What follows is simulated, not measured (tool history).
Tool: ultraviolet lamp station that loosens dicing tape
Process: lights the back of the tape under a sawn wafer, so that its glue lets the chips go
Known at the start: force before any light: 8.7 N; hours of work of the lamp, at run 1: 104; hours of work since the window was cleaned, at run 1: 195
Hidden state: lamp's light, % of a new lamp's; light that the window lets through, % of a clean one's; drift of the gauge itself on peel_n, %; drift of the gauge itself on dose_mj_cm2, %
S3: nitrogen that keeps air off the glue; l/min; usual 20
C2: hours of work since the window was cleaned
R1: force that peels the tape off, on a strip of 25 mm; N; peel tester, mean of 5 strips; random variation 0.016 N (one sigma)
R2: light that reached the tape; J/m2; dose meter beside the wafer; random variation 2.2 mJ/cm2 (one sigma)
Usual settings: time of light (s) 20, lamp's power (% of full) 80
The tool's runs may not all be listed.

Run 1, day 0.000: usual settings; hours of work of the lamp 104; C2 195. Result: R1 0.864 N, R2 1880 J/m2.
Run 2, day 0.358: usual settings but lamp's power (% of full) 94; hours of work of the lamp 111; C2 202. Result: R1 0.622 N, R2 2230 J/m2.
Run 3, day 0.750: usual settings but time of light (s) 15; hours of work of the lamp 118; C2 210. Result: R1 1.444 N, R2 1450 J/m2.
Run 4, day 1.175: usual settings but time of light (s) 15; hours of work of the lamp 126; C2 218. Result: R1 1.542 N, R2 1410 J/m2.
Run 5, day 1.483: usual settings but time of light (s) 15; hours of work of the lamp 132; C2 224. Result: R1 1.437 N, R2 1400 J/m2.
Run 6, day 1.879: usual settings but time of light (s) 15; hours of work of the lamp 140; C2 231. Result: R1 1.529 N, R2 1400 J/m2.
Run 7, day 2.192: usual settings; hours of work of the lamp 146; C2 237. Result: R1 0.862 N, R2 1900 J/m2.
Run 8, day 2.629: usual settings but S3 9 l/min; hours of work of the lamp 154; C2 246. Result: R1 1.531 N, R2 1820 J/m2.
Run 9, day 2.958: usual settings but lamp's power (% of full) 96; hours of work of the lamp 160; C2 252. Result: R1 0.590 N, R2 2230 J/m2.
Run 10, day 3.362: usual settings but lamp's power (% of full) 96; hours of work of the lamp 168; C2 260. Result: R1 0.620 N, R2 2220 J/m2.
Run 11, day 3.725: usual settings but lamp's power (% of full) 87; hours of work of the lamp 175; C2 266. Result: R1 0.755 N, R2 2080 J/m2.
Run 12, day 4.121: usual settings; hours of work of the lamp 183; C2 274. Result: R1 0.920 N, R2 1820 J/m2.
Run 13, day 4.325: usual settings but time of light (s) 17; hours of work of the lamp 186; C2 278. Result: R1 1.191 N, R2 1590 J/m2.
Run 14, day 4.662: usual settings but time of light (s) 17; hours of work of the lamp 193; C2 284. Result: R1 1.200 N, R2 1540 J/m2.
Run 15, day 4.933: usual settings but time of light (s) 21; hours of work of the lamp 198; C2 290. Result: R1 0.848 N, R2 1960 J/m2.
Run 16, day 5.254: usual settings but S3 7 l/min; hours of work of the lamp 204; C2 296. Result: R1 1.839 N, R2 1860 J/m2.
Run 17, day 5.650: usual settings but time of light (s) 11; hours of work of the lamp 212; C2 303. Result: R1 2.446 N, R2 1000 J/m2.
Run 18, day 6.025: usual settings but time of light (s) 11; hours of work of the lamp 219; C2 310. Result: R1 2.430 N, R2 1040 J/m2.
Run 19, day 6.358: usual settings but time of light (s) 11; hours of work of the lamp 225; C2 317. Result: R1 2.376 N, R2 1010 J/m2.
Run 20, day 6.679: usual settings; hours of work of the lamp 231; C2 323. Result: R1 0.966 N, R2 1820 J/m2.
Run 21, day 6.888: usual settings but lamp's power (% of full) 87; hours of work of the lamp 235; C2 327. Result: R1 0.788 N, R2 1960 J/m2.
Run 22, day 7.254: usual settings but lamp's power (% of full) 87; hours of work of the lamp 242; C2 334. Result: R1 0.800 N, R2 1980 J/m2.
Run 23, day 7.567: usual settings; hours of work of the lamp 248; C2 340. Result: R1 0.964 N, R2 1800 J/m2.
Run 24, day 7.996: usual settings but time of light (s) 36, lamp's power (% of full) 61; hours of work of the lamp 257; C2 348. Result: R1 0.493 N, R2 2490 J/m2.
Run 25, day 8.433: usual settings but time of light (s) 21, lamp's power (% of full) 92, S3 23 l/min; hours of work of the lamp 265; C2 356. Result: R1 0.576 N, R2 2160 J/m2.
Run 26, day 8.771: usual settings but time of light (s) 21, lamp's power (% of full) 93, S3 11 l/min; hours of work of the lamp 271; C2 363. Result: R1 1.024 N, R2 2200 J/m2.
Run 27, day 9.196: usual settings but time of light (s) 21, lamp's power (% of full) 93, S3 11 l/min; hours of work of the lamp 279; C2 371. Result: R1 1.026 N, R2 2170 J/m2.
Run 28, day 9.492: usual settings but time of light (s) 21, lamp's power (% of full) 93, S3 11 l/min; hours of work of the lamp 285; C2 377. Result: R1 1.006 N, R2 2150 J/m2.
At day 9.542: window cleaned of glue's vapour.
Run 29, day 9.767: usual settings but S3 9 l/min; hours of work of the lamp 290; C2 4. Result: R1 1.733 N, R2 1760 J/m2.
Run 30, day 10.083: usual settings but S3 9 l/min; hours of work of the lamp 296; C2 10. Result: R1 1.719 N, R2 1720 J/m2.
Run 31, day 10.275: usual settings but time of light (s) 10, lamp's power (% of full) 97; hours of work of the lamp 300; C2 14. Result: R1 2.279 N, R2 1080 J/m2.
Run 32, day 10.567: usual settings but time of light (s) 14, lamp's power (% of full) 67; hours of work of the lamp 305; C2 20. Result: R1 2.431 N, R2 1000 J/m2.
Run 33, day 10.754: usual settings but S3 6 l/min; hours of work of the lamp 309; C2 23. Result: R1 2.192 N, R2 1740 J/m2.
At day 11.042: window cleaned of glue's vapour, once more.
Run 34, day 11.133: usual settings but S3 21 l/min; hours of work of the lamp 316; C2 2. Result: R1 0.877 N, R2 1860 J/m2.
Run 35, day 11.367: usual settings but time of light (s) 39, lamp's power (% of full) 88, S3 14 l/min; hours of work of the lamp 320; C2 6. Result: R1 0.264 N, R2 3960 J/m2.
Run 36, day 11.738: usual settings but time of light (s) 39, lamp's power (% of full) 63, S3 8 l/min; hours of work of the lamp 327; C2 13. Result: R1 0.810 N, R2 2890 J/m2.
Run 37, day 12.067: usual settings but time of light (s) 24, lamp's power (% of full) 62; hours of work of the lamp 333; C2 20. Result: R1 0.996 N, R2 1710 J/m2.
Run 38, day 12.438: usual settings but time of light (s) 24, lamp's power (% of full) 62; hours of work of the lamp 341; C2 27. Result: R1 1.056 N, R2 1750 J/m2.
Run 39, day 12.708: usual settings but lamp's power (% of full) 64, S3 10 l/min; hours of work of the lamp 346; C2 32. Result: R1 2.062 N, R2 1480 J/m2.
Run 40, day 12.975: usual settings but time of light (s) 12, lamp's power (% of full) 64, S3 10 l/min; hours of work of the lamp 351; C2 37. Result: R1 3.610 N, R2 880 J/m2.
Run 41, day 13.212: usual settings but time of light (s) 37, lamp's power (% of full) 70; hours of work of the lamp 355; C2 41. Result: R1 0.339 N, R2 3010 J/m2.
Run 42, day 13.433: usual settings but time of light (s) 28, lamp's power (% of full) 94, S3 17 l/min; hours of work of the lamp 360; C2 46. Result: R1 0.371 N, R2 3030 J/m2.
Run 43, day 13.738: usual settings but time of light (s) 28, lamp's power (% of full) 94, S3 17 l/min; hours of work of the lamp 365; C2 51. Result: R1 0.377 N, R2 3000 J/m2.

4 ways to go on from here, each from the tool as it stands after run 43. What would each give?
Run A, day 13.938: usual settings but time of light (s) 10, lamp's power (% of full) 86; hours of work of the lamp 369; C2 55. Result: R1 ?, R2 ?.
Run B, day 13.938: usual settings but time of light (s) 15, lamp's power (% of full) 89, S3 7 l/min; hours of work of the lamp 369; C2 55. Result: R1 ?, R2 ?.
Run C, day 13.938: usual settings but time of light (s) 28, lamp's power (% of full) 94, S3 14 l/min; hours of work of the lamp 369; C2 55. Result: R1 ?, R2 ?.
Run D, day 13.938: usual settings but time of light (s) 16, lamp's power (% of full) 70, S3 16 l/min; hours of work of the lamp 369; C2 55. Result: R1 ?, R2 ?.

run     R1    R2
  A  2.519   940
  B  2.413  1510
  C  0.428  2980
  D  2.030  1310
Without the tool's hidden state the same runs would have given:
run     R1    R2
  A  2.212  1050
  B  2.110  1670
  C  0.349  3300
  D  1.743  1440

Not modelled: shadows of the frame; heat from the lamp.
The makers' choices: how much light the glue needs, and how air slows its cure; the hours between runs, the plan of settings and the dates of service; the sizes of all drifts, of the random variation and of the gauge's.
